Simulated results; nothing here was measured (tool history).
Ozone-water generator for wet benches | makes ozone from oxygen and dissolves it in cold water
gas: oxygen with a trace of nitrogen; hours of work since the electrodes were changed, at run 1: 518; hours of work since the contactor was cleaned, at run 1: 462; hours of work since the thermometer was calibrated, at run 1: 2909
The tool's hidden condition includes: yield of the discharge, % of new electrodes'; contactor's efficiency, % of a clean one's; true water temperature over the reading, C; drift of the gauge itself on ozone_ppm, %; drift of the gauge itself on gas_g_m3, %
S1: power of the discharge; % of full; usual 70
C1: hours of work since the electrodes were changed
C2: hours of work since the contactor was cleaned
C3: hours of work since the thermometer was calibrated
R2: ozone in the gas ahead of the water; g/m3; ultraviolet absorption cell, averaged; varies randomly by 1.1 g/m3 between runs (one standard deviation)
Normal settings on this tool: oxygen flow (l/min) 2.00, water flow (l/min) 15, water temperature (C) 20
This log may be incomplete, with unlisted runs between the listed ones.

Run 1, hour 0.0: usual settings; C1 518; C2 462; C3 2909. Result: dissolved ozone (ppm) 12.12, R2 198.9 g/m3.
Run 2, hour 24.3: usual settings; C1 542; C2 485; C3 2933. Result: dissolved ozone (ppm) 12.19, R2 197.9 g/m3.
Run 3, hour 77.9: usual settings; C1 594; C2 538; C3 2985. Result: dissolved ozone (ppm) 11.97, R2 199.3 g/m3.
Run 4, hour 135.3: usual settings; C1 650; C2 594; C3 3041. Result: dissolved ozone (ppm) 12.08, R2 199.6 g/m3.
Run 5, hour 192.0: usual settings; C1 705; C2 649; C3 3096. Result: dissolved ozone (ppm) 12.14, R2 201.0 g/m3.
Run 6, hour 222.8: usual settings; C1 735; C2 679; C3 3126. Result: dissolved ozone (ppm) 12.12, R2 200.2 g/m3.
Run 7, hour 258.7: usual settings; C1 770; C2 714; C3 3161. Result: dissolved ozone (ppm) 12.06, R2 201.0 g/m3.
Run 8, hour 315.3: usual settings; C1 825; C2 769; C3 3216. Result: dissolved ozone (ppm) 12.14, R2 201.1 g/m3.
Run 9, hour 363.7: usual settings; C1 873; C2 816; C3 3263. Result: dissolved ozone (ppm) 12.07, R2 199.6 g/m3.
Run 10, hour 390.0: usual settings but water flow (l/min) 14; C1 898; C2 842; C3 3289. Result: dissolved ozone (ppm) 12.94, R2 201.1 g/m3.
Run 11, hour 421.5: usual settings but water flow (l/min) 14; C1 929; C2 872; C3 3320. Result: dissolved ozone (ppm) 12.86, R2 201.2 g/m3.
Run 12, hour 468.1: usual settings but water flow (l/min) 14; C1 974; C2 918; C3 3365. Result: dissolved ozone (ppm) 12.69, R2 200.2 g/m3.
Run 13, hour 518.9: usual settings but water flow (l/min) 14; C1 1024; C2 967; C3 3415. Result: dissolved ozone (ppm) 12.78, R2 202.3 g/m3.
Run 14, hour 567.5: usual settings but S1 57 % of full, water flow (l/min) 14; C1 1071; C2 1015; C3 3462. Result: dissolved ozone (ppm) 10.81, R2 171.1 g/m3.
Run 15, hour 619.1: usual settings but S1 57 % of full, water flow (l/min) 14; C1 1121; C2 1065; C3 3512. Result: dissolved ozone (ppm) 10.98, R2 174.0 g/m3.
Run 16, hour 662.8: usual settings but S1 57 % of full, water flow (l/min) 14; C1 1164; C2 1108; C3 3555. Result: dissolved ozone (ppm) 10.80, R2 174.7 g/m3.
Run 17, hour 716.9: usual settings but oxygen flow (l/min) 1.27; C1 1217; C2 1160; C3 3607. Result: dissolved ozone (ppm) 11.66, R2 278.6 g/m3.
Run 18, hour 771.8: usual settings but oxygen flow (l/min) 1.27; C1 1270; C2 1214; C3 3661. Result: dissolved ozone (ppm) 11.76, R2 278.2 g/m3.
At hour 808.9: gauge calibrated.
Run 19, hour 823.3: usual settings but water temperature (C) 22; C1 1320; C2 1264; C3 3711. Result: dissolved ozone (ppm) 11.76, R2 198.8 g/m3.
Run 20, hour 861.4: usual settings but water flow (l/min) 21, water temperature (C) 16; C1 1358; C2 1301; C3 3748. Result: dissolved ozone (ppm) 8.91, R2 200.4 g/m3.
Run 21, hour 889.3: usual settings but oxygen flow (l/min) 1.05, water flow (l/min) 13, water temperature (C) 12; C1 1385; C2 1328; C3 3775. Result: dissolved ozone (ppm) 13.91, R2 306.8 g/m3.
Run 22, hour 942.7: usual settings but oxygen flow (l/min) 1.05, water flow (l/min) 10, water temperature (C) 14; C1 1437; C2 1380; C3 3828. Result: dissolved ozone (ppm) 18.36, R2 308.9 g/m3.
Run 23, hour 979.4: usual settings but S1 62 % of full, oxygen flow (l/min) 1.33, water flow (l/min) 19, water temperature (C) 23; C1 1473; C2 1416; C3 3863. Result: dissolved ozone (ppm) 8.26, R2 238.4 g/m3.
Run 24, hour 1029.4: usual settings but S1 65 % of full, oxygen flow (l/min) 2.76, water flow (l/min) 9, water temperature (C) 18; C1 1521; C2 1465; C3 3912. Result: dissolved ozone (ppm) 17.54, R2 152.2 g/m3.
Run 25, hour 1072.9: usual settings but S1 88 % of full, water flow (l/min) 11; C1 1564; C2 1507; C3 3954. Result: dissolved ozone (ppm) 18.87, R2 239.7 g/m3.
Run 26, hour 1097.5: usual settings but S1 92 % of full; C1 1588; C2 1531; C3 3978. Result: dissolved ozone (ppm) 14.84, R2 245.5 g/m3.
Run 27, hour 1142.6: usual settings but oxygen flow (l/min) 1.45, water temperature (C) 12; C1 1632; C2 1575; C3 4022. Result: dissolved ozone (ppm) 12.46, R2 249.0 g/m3.
Run 28, hour 1171.0: usual settings but oxygen flow (l/min) 1.45, water flow (l/min) 21, water temperature (C) 22; C1 1659; C2 1603; C3 4050. Result: dissolved ozone (ppm) 8.35, R2 249.3 g/m3.
Run 29, hour 1220.2: usual settings but S1 61 % of full, oxygen flow (l/min) 1.91, water flow (l/min) 16, water temperature (C) 16; C1 1707; C2 1651; C3 4098. Result: dissolved ozone (ppm) 10.37, R2 186.7 g/m3.
Run 30, hour 1271.3: usual settings but S1 61 % of full, oxygen flow (l/min) 2.32, water flow (l/min) 11, water temperature (C) 16; C1 1757; C2 1700; C3 4148. Result: dissolved ozone (ppm) 14.88, R2 165.1 g/m3.
Run 31, hour 1321.1: usual settings but S1 65 % of full, oxygen flow (l/min) 2.74, water flow (l/min) 16; C1 1806; C2 1749; C3 4196. Result: dissolved ozone (ppm) 10.77, R2 153.8 g/m3.
Run 32, hour 1355.7: usual settings but oxygen flow (l/min) 3.09, water temperature (C) 22; C1 1839; C2 1783; C3 4230. Result: dissolved ozone (ppm) 11.62, R2 152.5 g/m3.
Run 33, hour 1414.9: usual settings but oxygen flow (l/min) 3.09, water temperature (C) 22; C1 1897; C2 1840; C3 4288. Result: dissolved ozone (ppm) 11.49, R2 152.3 g/m3.

Each row is a separate what-if for the run after 33, all from the same tool condition, not one after another. Results?
Run A, hour 1453.2: usual settings but oxygen flow (l/min) 1.78, water temperature (C) 17; C1 1934; C2 1878; C3 4325. Result: dissolved ozone (ppm) ?, R2 ?.
Run B, hour 1453.2: usual settings but oxygen flow (l/min) 1.62, water flow (l/min) 10, water temperature (C) 27; C1 1934; C2 1878; C3 4325. Result: dissolved ozone (ppm) ?, R2 ?.
Run C, hour 1453.2: usual settings but S1 98 % of full, oxygen flow (l/min) 2.82; C1 1934; C2 1878; C3 4325. Result: dissolved ozone (ppm) ?, R2 ?.
Run D, hour 1453.2: usual settings but oxygen flow (l/min) 3.09, water flow (l/min) 16, water temperature (C) 23; C1 1934; C2 1878; C3 4325. Result: dissolved ozone (ppm) ?, R2 ?.

run  dissolved ozone (ppm)     R2
  A                  12.25  218.8
  B                  16.09  233.4
  C                  15.51  209.7
  D                  10.92  152.1
Without the tool's hidden state the same runs would have given:
run  dissolved ozone (ppm)     R2
  A                  12.26  214.0
  B                  16.11  228.3
  C                  15.53  205.2
  D                  10.93  148.9
